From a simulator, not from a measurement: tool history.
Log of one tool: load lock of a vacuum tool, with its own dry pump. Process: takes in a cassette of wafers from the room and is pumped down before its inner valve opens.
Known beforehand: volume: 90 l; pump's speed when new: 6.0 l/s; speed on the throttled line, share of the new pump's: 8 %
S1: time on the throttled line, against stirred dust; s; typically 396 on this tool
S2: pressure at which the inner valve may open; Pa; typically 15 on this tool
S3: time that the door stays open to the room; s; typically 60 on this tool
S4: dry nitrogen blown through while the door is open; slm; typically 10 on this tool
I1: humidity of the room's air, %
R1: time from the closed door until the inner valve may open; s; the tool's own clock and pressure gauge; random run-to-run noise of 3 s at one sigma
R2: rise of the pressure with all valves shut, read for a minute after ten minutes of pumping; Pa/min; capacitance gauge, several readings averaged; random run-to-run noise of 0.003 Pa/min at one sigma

run      day   S1  S2   S3  S4    I1     R1     R2
  1        0  396  15   60  10  43.4  508.6   0.13
  2    4.554  396  15   60  10  43.9  509.4  0.131
  3   11.154  396  15   60  10  42.7    504  0.137
  4   16.175  396  15   60  10    42  510.9  0.139
  5   21.062  396  15   60  10  42.7  513.1  0.143
  6   24.396  396  10   60  10  44.4  514.2  0.154
  7   27.558  271  10   60  10  46.9  404.7  0.149
  8   34.279  271  10   60  10  44.6  407.4  0.155
  9   40.021  271  10   60  10  44.6  406.7  0.165
 10   45.583  271  10   60  10  42.2  404.2  0.165
 11   51.329  396  15   68  10  44.6  512.1  0.173
 12   54.171  396  15   68  10  41.6  509.7  0.173
 13   58.388  396  15   68  10  44.8  511.2   0.18
 14   63.229  396  11   68  10  40.7  515.8  0.184
 15   66.379  396  11   68  10  45.5  519.1   0.18
 16   70.058  396  15   60  10  45.4  511.8  0.191
 17   75.454  396  15   60  22  44.8  514.8  0.183
 18   79.596  396  15   60  22  43.1  515.2  0.186
 19    85.85  396  15   60  10    43  514.5  0.203
 20   91.162  396  15   60  10  44.1  514.4  0.207
 21     96.9  396  15   60  10  48.6  511.9  0.214
 22  100.917  396  20   60  29  48.1  507.5  0.214
 23  107.925  396  20   60  29  42.7  505.4   0.21
 24  112.338  396  23   60  10  43.9  510.1  0.228
 25  115.862  261  13   32   5  46.9  398.7  0.226
 26  121.246  261  13   32   5  45.7  398.7  0.231
      126.25  -- dry pump taken out, an overhauled one fitted
 27  127.246  396  14   32  10    42  498.5  0.231
 28  131.983  396  21  190  10  44.7  490.7  0.268
 29  135.088  396  21  190  10  46.7  488.6  0.277
 30  138.192  352  21   45  10  46.4  449.5  0.248
 31  141.375  396  20   60  10  44.4  485.2  0.259
 32  145.312  337  24  213   8  44.6  430.3  0.296
 33  151.129  430  24  164   8  41.2  521.2  0.291
 34  155.325  433  18   91  17  46.6  527.7  0.271
 35  159.458  687  15   85  10  48.7  757.4  0.285
 36  164.996  396  16   60  35  44.6  492.6  0.269
 37  171.267  225  21   55   4  43.3  335.2  0.292

What would each run have given without the hidden state, its run-to-run variation left as it was?
The hidden state here: pump's speed, % of a new pump's; leak at the door's seal, Pa l/s; drift of the gauge itself on ready_s, %; drift of the gauge itself on rise_pa_min, %.
run     R1     R2
  1  494.5   0.02
  2    495  0.019
  3  489.1  0.018
  4  495.7  0.016
  5  497.6  0.019
  6  498.1  0.023
  7  386.4  0.018
  8  388.5  0.018
  9  387.6   0.02
 10  384.9   0.02
 11  495.3   0.02
 12  492.8  0.022
 13    494  0.022
 14  497.7  0.022
 15  500.7  0.015
 16  494.1  0.022
 17  496.8  0.012
 18    497   0.01
 19    496  0.022
 20  495.7  0.023
 21    493  0.023
 22  489.6  0.016
 23  487.2  0.006
 24  491.8   0.02
 25    376  0.017
 26  375.7  0.015
 27  499.5   0.01
 28  491.1  0.044
 29  488.9  0.051
 30  450.1  0.015
 31  485.6  0.025
 32  430.6  0.059
 33  521.3  0.042
 34  527.7  0.018
 35    757  0.033
 36  492.2   0.01
 37  334.3  0.025
